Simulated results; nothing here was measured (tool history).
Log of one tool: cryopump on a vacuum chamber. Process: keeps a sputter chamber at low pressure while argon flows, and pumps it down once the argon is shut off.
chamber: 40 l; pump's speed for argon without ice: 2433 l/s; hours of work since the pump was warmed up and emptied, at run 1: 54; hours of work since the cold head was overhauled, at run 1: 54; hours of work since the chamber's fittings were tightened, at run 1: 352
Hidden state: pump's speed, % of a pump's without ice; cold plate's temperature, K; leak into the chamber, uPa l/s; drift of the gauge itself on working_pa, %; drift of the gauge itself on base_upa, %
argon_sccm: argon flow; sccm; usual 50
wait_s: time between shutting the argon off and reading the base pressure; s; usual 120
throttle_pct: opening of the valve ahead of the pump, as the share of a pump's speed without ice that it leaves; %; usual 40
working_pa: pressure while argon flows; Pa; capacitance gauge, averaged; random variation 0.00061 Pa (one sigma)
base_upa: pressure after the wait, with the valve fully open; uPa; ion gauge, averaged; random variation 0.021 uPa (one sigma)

run,hour,argon_sccm,wait_s,throttle_pct,hours of work since the pump was warmed up and emptied,hours of work since the cold head was overhauled,hours of work since the chamber's fittings were tightened,working_pa,base_upa
1,0,50,120,40,54,54,352,0.0892,0.64
2,13.5,50,120,40,64,64,361,0.0899,0.67
3,27.9,50,120,54,74,74,371,0.0666,0.66
4,39.9,50,120,54,82,82,380,0.0663,0.66
5,62,50,224,40,98,98,396,0.0902,0.51
6,88.5,96,22,17,117,117,414,0.4003,2.19
7,115.2,73,80,17,136,136,433,0.3056,0.87
8,143.8,73,87,17,156,156,454,0.3067,0.89
9,168.8,45,118,18,174,174,471,0.1778,0.73

Run 10 comes next. What will it give?
10,185.2,45,96,18,185,185,483,?,?

working_pa: 0.1796 Pa
base_upa: 0.84 uPa
Without the tool's hidden state the same run would have given working_pa 0.1738 Pa, base_upa 0.54 uPa.
